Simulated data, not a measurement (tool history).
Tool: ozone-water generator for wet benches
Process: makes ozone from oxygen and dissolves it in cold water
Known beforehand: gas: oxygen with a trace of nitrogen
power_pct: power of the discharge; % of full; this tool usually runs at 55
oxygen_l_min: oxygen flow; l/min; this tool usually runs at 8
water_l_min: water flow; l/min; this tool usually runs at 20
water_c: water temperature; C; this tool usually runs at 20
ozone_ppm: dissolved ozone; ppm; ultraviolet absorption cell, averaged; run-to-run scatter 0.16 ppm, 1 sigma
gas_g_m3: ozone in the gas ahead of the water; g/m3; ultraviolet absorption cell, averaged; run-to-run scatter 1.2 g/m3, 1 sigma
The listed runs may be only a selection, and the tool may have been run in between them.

run    hour  power_pct  oxygen_l_min  water_l_min  water_c  ozone_ppm  gas_g_m3
  1       0         55             8           20       20       18.2     200.6
  2    86.7         55             8           20       20       18.3     202.4
  3   156.1         55             8           20       20       18.5     200.5
  4   216.8         55             8           20       20       18.3     203.1
  5   341.2         55             8           20       20       18.6     200.1
  6   474.9         55             8           20       20       18.2     202.2
  7   590.1         55             8           20       20       17.8     198.9
  8   651.3         55             8           20       20       17.8     201.9
  9     737         55             8           20       20       17.9       200
 10     837         65             8           20       20       20.5     229.5
 11   906.7         65             8           20       20       20.7     229.4
 12  1008.9         65             8           20       20       20.2     229.1
 13    1084         65             8           20       20       20.2     231.1
 14  1213.5         97             8           20       20       27.5     314.8
 15  1340.4         97             8           20       20       27.7     317.8
       1353  -- water thermometer calibrated
 16  1421.5         97             8           20       20       27.7     319.6
 17  1497.2         55             8           20       20       17.1     197.5
 18  1567.9         72         14.38           22       20         18     173.4
     1650.6  -- water thermometer calibrated, once more
 19  1679.9         72         14.38           22       21       17.7     174.5
 20  1772.7         64             8           29       20         15     221.4

Forecast run 21:
 21  1888.4         55             8           13       26          ?         ?

{"run 21": {"ozone_ppm": 19.3, "gas_g_m3": 195.3}}
Minus the tool's unlogged condition, the same run would have read ozone_ppm 22.4 ppm, gas_g_m3 208.4 g/m3.

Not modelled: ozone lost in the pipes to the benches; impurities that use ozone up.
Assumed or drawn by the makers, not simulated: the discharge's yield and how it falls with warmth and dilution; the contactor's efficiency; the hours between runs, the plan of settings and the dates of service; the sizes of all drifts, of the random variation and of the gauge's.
